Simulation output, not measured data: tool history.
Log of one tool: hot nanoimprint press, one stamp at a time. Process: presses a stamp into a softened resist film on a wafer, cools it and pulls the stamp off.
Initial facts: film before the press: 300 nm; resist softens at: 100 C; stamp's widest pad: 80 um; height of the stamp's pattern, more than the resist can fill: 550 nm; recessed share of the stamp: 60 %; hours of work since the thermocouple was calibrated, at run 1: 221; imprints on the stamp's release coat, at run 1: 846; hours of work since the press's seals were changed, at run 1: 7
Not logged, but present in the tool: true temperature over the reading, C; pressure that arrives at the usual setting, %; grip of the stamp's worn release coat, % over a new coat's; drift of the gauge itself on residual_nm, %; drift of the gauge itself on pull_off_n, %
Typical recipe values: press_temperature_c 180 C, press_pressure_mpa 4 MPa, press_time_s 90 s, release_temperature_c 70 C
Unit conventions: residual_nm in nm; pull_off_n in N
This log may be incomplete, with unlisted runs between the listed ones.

run   hour  press_temperature_c  press_pressure_mpa  press_time_s  release_temperature_c  hours of work since the thermocouple was calibrated  imprints on the stamp's release coat  hours of work since the press's seals were changed  residual_nm  pull_off_n
  1      0                  180                   4            90                     70                                                  221                                   846                                                   7        142.3         196
  2   13.3                  180                   4            90                     70                                                  228                                   868                                                  14        142.2         211
  3   21.6                  190                   4            90                     70                                                  233                                   883                                                  19        101.2         207
  4     33                  190                   4            90                     70                                                  239                                   902                                                  25        101.1         209
  5   43.8                  180                   4            90                     70                                                  245                                   921                                                  31        142.9         211
  6   56.1                  180                   4            90                     70                                                  251                                   942                                                  38        142.9         212
  7     70                  180                   4            90                     70                                                  259                                   965                                                  45        142.2         206
  8   79.3                  180                   4            90                     70                                                  264                                   981                                                  50        142.9         208
  9   95.3                  180                   4            90                     70                                                  273                                  1009                                                  59        142.6         219
 10    110                  180                   4            90                     70                                                  281                                  1034                                                  67        142.5         214
 11  119.6                  180                   4            90                     70                                                  286                                  1050                                                  72          142         213
 12    133                  180                   4            90                     70                                                  293                                  1073                                                  79        143.6         219
 13  141.6                  180                   4            90                     70                                                  298                                  1088                                                  84        142.5         217
 14    156                  181                4.75            79                     56                                                  306                                  1112                                                  92          133         234
 15  169.3                  181                4.75            79                     56                                                  313                                  1135                                                  99        133.6         231
 16  179.1                  180                2.88            90                     74                                                  318                                  1152                                                 104        164.8         217
 17  188.5                  171                4.19           112                     74                                                  323                                  1168                                                 109        175.7         209
 18    201                  171                4.19            63                     74                                                  330                                  1189                                                 116          206         224
 19  216.7                  169                4.19            90                     70                                                  338                                  1216                                                 125          201         220
 20    230                  184                5.49            90                     70                                                  346                                  1239                                                 132        105.7         223
 21  244.3                  184                5.49            90                     70                                                  353                                  1263                                                 140        104.9         226
 22    259                  184                5.49            90                     70                                                  361                                  1288                                                 148        104.1         217
 23    266                  172                5.49            90                     71                                                  365                                  1300                                                 151        164.1         229
 24  275.5                  180                4.19           162                     56                                                  370                                  1316                                                 157        111.2         248

For each run, the measured value with the value that run would have given without the tool's hidden condition subtracted. The run-to-run variation is shared by both, the gauge scatter possibly not:
run  residual_nm  pull_off_n
  1         -2.3         +37
  2         -2.3         +40
  3         -1.7         +40
  4         -1.7         +42
  5         -2.6         +43
  6         -2.7         +44
  7         -2.7         +43
  8         -2.8         +45
  9         -2.8         +47
 10           -3         +47
 11         -3.1         +47
 12         -3.1         +50
 13         -3.2         +50
 14         -3.1         +55
 15         -3.1         +55
 16         -3.6         +52
 17         -4.3         +51
 18         -4.1         +55
 19         -4.6         +55
 20         -2.9         +57
 21         -2.8         +59
 22         -2.9         +57
 23         -4.6         +60
 24         -3.4         +66

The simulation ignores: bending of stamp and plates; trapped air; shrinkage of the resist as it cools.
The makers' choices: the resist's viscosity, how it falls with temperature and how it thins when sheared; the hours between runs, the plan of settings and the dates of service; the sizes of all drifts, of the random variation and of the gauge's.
